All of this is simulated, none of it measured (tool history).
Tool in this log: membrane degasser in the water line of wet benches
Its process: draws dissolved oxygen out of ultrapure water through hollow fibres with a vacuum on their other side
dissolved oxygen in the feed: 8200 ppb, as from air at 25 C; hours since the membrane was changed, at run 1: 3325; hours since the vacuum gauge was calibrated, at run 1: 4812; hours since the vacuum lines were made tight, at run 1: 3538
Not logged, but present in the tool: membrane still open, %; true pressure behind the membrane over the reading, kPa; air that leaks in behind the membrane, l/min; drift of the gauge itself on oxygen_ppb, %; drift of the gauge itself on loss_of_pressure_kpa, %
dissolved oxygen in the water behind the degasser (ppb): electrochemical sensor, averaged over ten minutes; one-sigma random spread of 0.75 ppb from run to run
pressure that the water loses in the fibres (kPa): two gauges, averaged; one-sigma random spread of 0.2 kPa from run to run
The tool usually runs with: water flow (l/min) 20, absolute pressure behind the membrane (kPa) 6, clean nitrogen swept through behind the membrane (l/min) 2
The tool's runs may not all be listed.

run    hour  water flow (l/min)  absolute pressure behind the membrane (kPa)  clean nitrogen swept through behind the membrane (l/min)  hours since the membrane was changed  hours since the vacuum gauge was calibrated  hours since the vacuum lines were made tight  dissolved oxygen in the water behind the degasser (ppb)  pressure that the water loses in the fibres (kPa)
  1       0                  20                                            6                                                         2                                  3325                                         4812                                          3538                                                     68.6                                              44.97
  2   135.3                  20                                            6                                                         2                                  3460                                         4947                                          3673                                                     68.2                                              44.52
  3   360.4                  20                                            6                                                         2                                  3685                                         5172                                          3898                                                     67.8                                              44.55
  4   535.5                  20                                            6                                                      1.96                                  3861                                         5348                                          4073                                                     70.4                                              44.65
  5   726.8                  20                                          9.9                                                         2                                  4052                                         5539                                          4265                                                    160.8                                              44.45
  6   894.6                  20                                          9.9                                                         2                                  4220                                         5707                                          4432                                                    155.5                                              44.79
  7  1001.9                  26                                         4.19                                                      3.74                                  4327                                         5814                                          4540                                                     29.8                                              58.43
  8  1203.7                  29                                         5.99                                                       1.9                                  4529                                         6016                                          4741                                                    121.7                                              65.35
  9  1352.8                  16                                         6.19                                                         2                                  4678                                         6165                                          4891                                                     57.7                                              35.89
 10  1561.6                  17                                         6.19                                                      3.11                                  4887                                         6374                                          5099                                                     40.4                                              38.59
 11    1676                  21                                            6                                                      3.41                                  5001                                         6488                                          5214                                                     45.1                                              47.88
 12  1800.8                  25                                         3.91                                                      1.01                                  5126                                         6613                                          5338                                                     49.7                                              56.44

A few steps of pressure that the water loses in the fibres (kPa) between consecutive runs. Split each: what settings, incoming material and random variation would produce without the hidden state, and what is left over for the hidden state, along with gauge scatter present in only one of the two compared results (measured, and without hidden state):
Run 8 -> 9: water flow (l/min) 29 -> 16, absolute pressure behind the membrane (kPa) 5.99 -> 6.19, clean nitrogen swept through behind the membrane (l/min) 1.9 -> 2. pressure that the water loses in the fibres (kPa) -29.46: hidden state -0.34, all else -29.12.
